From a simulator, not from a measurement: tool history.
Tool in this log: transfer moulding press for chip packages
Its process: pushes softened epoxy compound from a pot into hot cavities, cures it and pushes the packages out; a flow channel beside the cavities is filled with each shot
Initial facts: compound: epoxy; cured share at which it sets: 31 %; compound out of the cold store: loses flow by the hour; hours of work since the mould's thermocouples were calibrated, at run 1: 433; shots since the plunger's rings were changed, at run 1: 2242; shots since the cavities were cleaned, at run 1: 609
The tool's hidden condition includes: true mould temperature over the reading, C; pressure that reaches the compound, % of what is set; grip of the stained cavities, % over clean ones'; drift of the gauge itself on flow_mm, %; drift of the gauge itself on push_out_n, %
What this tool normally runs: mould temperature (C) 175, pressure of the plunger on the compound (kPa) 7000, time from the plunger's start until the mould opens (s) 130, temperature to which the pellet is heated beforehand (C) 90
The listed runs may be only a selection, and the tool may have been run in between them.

run	hour	mould temperature (C)	pressure of the plunger on the compound (kPa)	time from the plunger's start until the mould opens (s)	temperature to which the pellet is heated beforehand (C)	hours of work since the mould's thermocouples were calibrated	shots since the plunger's rings were changed	shots since the cavities were cleaned	incoming compound's hours out of the cold store	length that the compound runs in the flow channel (mm)	greatest force on the pins that push the packages out (N)
1	0.0	175	7000	130	90	433	2242	609	40.0	645	610
# hour 23.0: cavities cleaned with cleaning compound and waxed
2	37.9	175	6990	130	90	458	2630	159	12.0	766	504
3	69.3	175	6990	130	90	479	2966	495	21.8	722	639
# hour 102.7: cavities cleaned with cleaning compound and waxed
4	119.2	175	6990	111	90	512	3483	176	46.4	619	600
# hour 157.8: mould's thermocouples calibrated
5	164.1	175	6990	111	90	4	3941	634	41.2	631	759
# hour 183.8: cavities cleaned with cleaning compound and waxed
# hour 200.0: plunger's sealing rings changed
6	201.1	175	6990	111	90	27	12	158	45.5	643	551
7	221.5	175	6990	111	90	40	230	376	27.8	706	699
8	261.9	175	7000	130	96	68	661	807	43.8	648	681
# hour 267.2: cavities cleaned with cleaning compound and waxed
9	295.2	175	7000	130	96	89	1001	300	11.2	774	551
10	322.9	175	7470	130	90	108	1296	595	42.9	665	639
# hour 345.9: cavities cleaned with cleaning compound and waxed
11	368.9	175	7000	122	90	138	1772	246	20.1	726	577
12	403.3	175	5950	122	90	162	2140	614	38.0	606	697
# hour 424.5: cavities cleaned with cleaning compound and waxed
13	447.7	175	5950	122	90	191	2597	247	16.4	679	551
14	494.1	175	7000	130	90	222	3093	743	29.0	680	682

What will run 15 give?
# hour 504.7: cavities cleaned with cleaning compound and waxed
15	538.4	168	5760	113	90	251	3551	361	20.2	?	?

length that the compound runs in the flow channel (mm): 668
greatest force on the pins that push the packages out (N): 1246
Take away the tool's hidden state, keep the run-to-run variation as it was, and the same run would have given length that the compound runs in the flow channel (mm) 699, greatest force on the pins that push the packages out (N) 654.

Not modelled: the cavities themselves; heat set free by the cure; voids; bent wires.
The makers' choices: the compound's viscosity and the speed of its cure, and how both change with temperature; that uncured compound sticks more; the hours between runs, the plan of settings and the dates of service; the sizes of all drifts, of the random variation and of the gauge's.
